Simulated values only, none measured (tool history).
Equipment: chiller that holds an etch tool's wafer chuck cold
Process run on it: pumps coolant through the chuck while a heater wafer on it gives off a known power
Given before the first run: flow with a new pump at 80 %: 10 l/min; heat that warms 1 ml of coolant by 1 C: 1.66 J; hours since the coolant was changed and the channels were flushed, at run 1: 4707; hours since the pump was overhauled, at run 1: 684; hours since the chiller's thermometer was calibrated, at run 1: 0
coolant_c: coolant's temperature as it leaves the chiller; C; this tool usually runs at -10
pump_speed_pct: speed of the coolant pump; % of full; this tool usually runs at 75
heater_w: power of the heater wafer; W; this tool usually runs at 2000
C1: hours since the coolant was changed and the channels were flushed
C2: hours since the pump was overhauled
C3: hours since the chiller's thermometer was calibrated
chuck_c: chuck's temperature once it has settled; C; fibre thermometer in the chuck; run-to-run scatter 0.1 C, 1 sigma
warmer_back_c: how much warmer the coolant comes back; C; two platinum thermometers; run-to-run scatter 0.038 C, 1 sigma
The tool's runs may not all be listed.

{"run": 1, "hour": 0.0, "coolant_c": -10, "pump_speed_pct": 75, "heater_w": 2000, "C1": 4707, "C2": 684, "C3": 0, "chuck_c": 5.9, "warmer_back_c": 7.77}
{"run": 2, "hour": 67.3, "coolant_c": -10, "pump_speed_pct": 75, "heater_w": 1541, "C1": 4775, "C2": 751, "C3": 67, "chuck_c": 2.0, "warmer_back_c": 5.98}
{"run": 3, "hour": 166.4, "coolant_c": -10, "pump_speed_pct": 75, "heater_w": 1541, "C1": 4874, "C2": 850, "C3": 166, "chuck_c": 2.0, "warmer_back_c": 5.99}
{"run": 4, "hour": 276.6, "coolant_c": -10, "pump_speed_pct": 76, "heater_w": 2000, "C1": 4984, "C2": 960, "C3": 277, "chuck_c": 5.6, "warmer_back_c": 7.63}
{"run": 5, "hour": 359.3, "coolant_c": -10, "pump_speed_pct": 76, "heater_w": 2000, "C1": 5067, "C2": 1043, "C3": 359, "chuck_c": 5.6, "warmer_back_c": 7.63}
{"run": 6, "hour": 453.9, "coolant_c": -10, "pump_speed_pct": 75, "heater_w": 2000, "C1": 5161, "C2": 1138, "C3": 454, "chuck_c": 5.8, "warmer_back_c": 7.69}
{"run": 7, "hour": 540.8, "coolant_c": -10, "pump_speed_pct": 75, "heater_w": 2000, "C1": 5248, "C2": 1224, "C3": 541, "chuck_c": 5.7, "warmer_back_c": 7.77}
{"run": 8, "hour": 644.6, "coolant_c": -10, "pump_speed_pct": 75, "heater_w": 2000, "C1": 5352, "C2": 1328, "C3": 645, "chuck_c": 5.8, "warmer_back_c": 7.77}
{"run": 9, "hour": 712.6, "coolant_c": -10, "pump_speed_pct": 75, "heater_w": 2000, "C1": 5420, "C2": 1396, "C3": 713, "chuck_c": 5.9, "warmer_back_c": 7.72}
{"run": 10, "hour": 817.2, "coolant_c": -10, "pump_speed_pct": 75, "heater_w": 2000, "C1": 5524, "C2": 1501, "C3": 817, "chuck_c": 5.9, "warmer_back_c": 7.77}
{"run": 11, "hour": 909.0, "coolant_c": -10, "pump_speed_pct": 75, "heater_w": 2000, "C1": 5616, "C2": 1593, "C3": 909, "chuck_c": 6.0, "warmer_back_c": 7.73}
{"run": 12, "hour": 1001.5, "coolant_c": -10, "pump_speed_pct": 75, "heater_w": 2000, "C1": 5709, "C2": 1685, "C3": 1001, "chuck_c": 6.0, "warmer_back_c": 7.73}
{"run": 13, "hour": 1047.2, "coolant_c": -10, "pump_speed_pct": 71, "heater_w": 2000, "C1": 5754, "C2": 1731, "C3": 1047, "chuck_c": 6.5, "warmer_back_c": 8.16}
{"run": 14, "hour": 1147.7, "coolant_c": -17, "pump_speed_pct": 84, "heater_w": 2000, "C1": 5855, "C2": 1831, "C3": 1148, "chuck_c": -2.7, "warmer_back_c": 6.87}
{"run": 15, "hour": 1213.8, "coolant_c": 0, "pump_speed_pct": 84, "heater_w": 2339, "C1": 5921, "C2": 1897, "C3": 1214, "chuck_c": 16.9, "warmer_back_c": 7.99}
{"run": 16, "hour": 1308.2, "coolant_c": -10, "pump_speed_pct": 100, "heater_w": 1333, "C1": 6015, "C2": 1992, "C3": 1308, "chuck_c": -1.6, "warmer_back_c": 3.79}
{"run": 17, "hour": 1370.8, "coolant_c": -7, "pump_speed_pct": 100, "heater_w": 1895, "C1": 6078, "C2": 2054, "C3": 1371, "chuck_c": 4.8, "warmer_back_c": 5.38}
{"run": 18, "hour": 1461.3, "coolant_c": -7, "pump_speed_pct": 100, "heater_w": 1895, "C1": 6169, "C2": 2145, "C3": 1461, "chuck_c": 4.9, "warmer_back_c": 5.39}
{"run": 19, "hour": 1508.8, "coolant_c": -7, "pump_speed_pct": 62, "heater_w": 1849, "C1": 6216, "C2": 2192, "C3": 1509, "chuck_c": 9.9, "warmer_back_c": 8.77}
{"run": 20, "hour": 1576.3, "coolant_c": -10, "pump_speed_pct": 75, "heater_w": 2336, "C1": 6284, "C2": 2260, "C3": 1576, "chuck_c": 8.3, "warmer_back_c": 9.05}
{"run": 21, "hour": 1644.1, "coolant_c": -10, "pump_speed_pct": 75, "heater_w": 2336, "C1": 6351, "C2": 2328, "C3": 1644, "chuck_c": 8.2, "warmer_back_c": 8.99}

Each row is a separate what-if for the run after 21, all from the same tool condition, not one after another. Results?
{"run": "A", "hour": 1691.1, "coolant_c": -6, "pump_speed_pct": 87, "heater_w": 2393, "C1": 6398, "C2": 2375, "C3": 1691, "chuck_c": "?", "warmer_back_c": "?"}
{"run": "B", "hour": 1691.1, "coolant_c": -15, "pump_speed_pct": 89, "heater_w": 2000, "C1": 6398, "C2": 2375, "C3": 1691, "chuck_c": "?", "warmer_back_c": "?"}
{"run": "C", "hour": 1691.1, "coolant_c": -10, "pump_speed_pct": 98, "heater_w": 2336, "C1": 6398, "C2": 2375, "C3": 1691, "chuck_c": "?", "warmer_back_c": "?"}
{"run": "D", "hour": 1691.1, "coolant_c": -10, "pump_speed_pct": 86, "heater_w": 2546, "C1": 6398, "C2": 2375, "C3": 1691, "chuck_c": "?", "warmer_back_c": "?"}

run=A chuck_c=10.8 warmer_back_c=7.94
run=B chuck_c=-1.3 warmer_back_c=6.43
run=C chuck_c=4.8 warmer_back_c=6.84
run=D chuck_c=8.1 warmer_back_c=8.47
Stripped of hidden state, with their random variation kept, the same runs would have yielded:
run=A chuck_c=10.8 warmer_back_c=7.94
run=B chuck_c=-1.3 warmer_back_c=6.43
run=C chuck_c=4.8 warmer_back_c=6.84
run=D chuck_c=8.1 warmer_back_c=8.47
